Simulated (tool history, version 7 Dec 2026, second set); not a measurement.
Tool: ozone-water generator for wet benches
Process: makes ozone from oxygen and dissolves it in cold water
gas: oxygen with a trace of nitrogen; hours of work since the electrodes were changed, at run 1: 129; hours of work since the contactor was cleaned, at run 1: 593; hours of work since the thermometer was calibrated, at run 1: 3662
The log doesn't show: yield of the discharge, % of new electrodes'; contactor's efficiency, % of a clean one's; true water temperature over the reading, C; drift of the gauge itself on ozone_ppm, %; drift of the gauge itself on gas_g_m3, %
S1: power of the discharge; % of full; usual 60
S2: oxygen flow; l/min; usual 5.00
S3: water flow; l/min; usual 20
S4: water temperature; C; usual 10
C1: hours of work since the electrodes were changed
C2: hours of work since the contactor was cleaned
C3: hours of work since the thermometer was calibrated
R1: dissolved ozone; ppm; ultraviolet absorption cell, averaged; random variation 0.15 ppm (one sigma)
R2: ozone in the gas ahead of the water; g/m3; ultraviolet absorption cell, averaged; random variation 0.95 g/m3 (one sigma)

run,hour,S1,S2,S3,S4,C1,C2,C3,R1,R2
1,0.0,60,5.00,20,10,129,593,3662,19.6,160.3
2,18.1,60,5.00,20,10,146,611,3679,19.6,158.4
3,51.1,60,5.00,20,10,178,642,3711,19.6,159.9
4,83.5,60,5.00,20,10,208,673,3741,19.4,159.3
5,106.3,60,5.00,20,10,230,694,3763,19.4,159.9
6,133.6,60,5.00,20,10,256,720,3789,19.3,157.4
7,164.3,60,5.00,20,10,285,749,3818,19.2,159.2
8,197.4,60,5.00,20,10,317,781,3849,19.3,159.2
9,222.2,60,5.00,20,10,340,804,3873,19.4,159.7
10,244.5,60,5.00,26,10,361,826,3894,15.4,159.6
11,258.6,55,5.00,20,10,375,839,3908,18.0,152.7
12,284.6,55,5.00,20,10,399,864,3932,18.2,150.5
13,312.8,55,5.00,17,10,426,890,3959,20.7,150.5
14,337.1,55,5.00,17,10,449,913,3982,21.0,149.5
15,351.7,75,5.00,17,10,463,927,3996,25.4,184.0
16,372.1,60,5.00,20,10,482,947,4015,19.3,159.4
17,404.7,52,5.00,17,10,513,978,4046,20.2,146.0
18,427.0,52,5.00,25,5,535,999,4067,15.2,142.9
19,456.0,94,5.00,25,9,562,1026,4095,21.0,210.8
20,472.8,94,5.00,25,9,578,1042,4111,21.2,208.3
21,505.7,81,5.00,30,11,609,1074,4142,16.0,193.5
22,522.9,81,5.00,30,11,626,1090,4158,16.1,192.3
23,543.4,89,5.02,21,17,645,1109,4178,21.4,202.9
24,560.3,52,5.03,21,11,661,1125,4194,16.7,144.8
25,586.6,60,4.31,20,11,686,1150,4219,18.9,172.4
26,602.4,60,4.28,20,13,701,1165,4234,18.6,173.1
27,622.1,47,4.59,20,10,720,1184,4253,16.4,142.1
28,645.1,60,4.43,20,8,741,1206,4274,19.8,170.4
29,667.2,60,7.33,20,8,762,1227,4295,19.3,123.8
30,682.8,83,5.00,28,8,777,1242,4310,17.8,194.0
31,712.7,83,5.00,28,8,806,1270,4339,17.6,192.8
32,746.1,83,8.07,28,9,837,1302,4370,18.0,143.0

Hidden state or all else? Some run-to-run changes of R1, split into what the settings, what came in and random variation would give without the hidden state, and what is left for the hidden state (with any gauge scatter that isn't in both results):
Run 15 -> 16: S1 75 -> 60, S3 17 -> 20. R1 -6.1 ppm: hidden state +0.2, all else -6.3.
Run 17 -> 18: S3 17 -> 25, S4 10 -> 5. R1 -5.0 ppm: hidden state +0.2, all else -5.2.
Run 18 -> 19: S1 52 -> 94, S4 5 -> 9. R1 +5.8 ppm: hidden state -0.4, all else +6.2.
Run 22 -> 23: S1 81 -> 89, S2 5.00 -> 5.02, S3 30 -> 21, S4 11 -> 17. R1 +5.3 ppm: hidden state -0.1, all else +5.4.
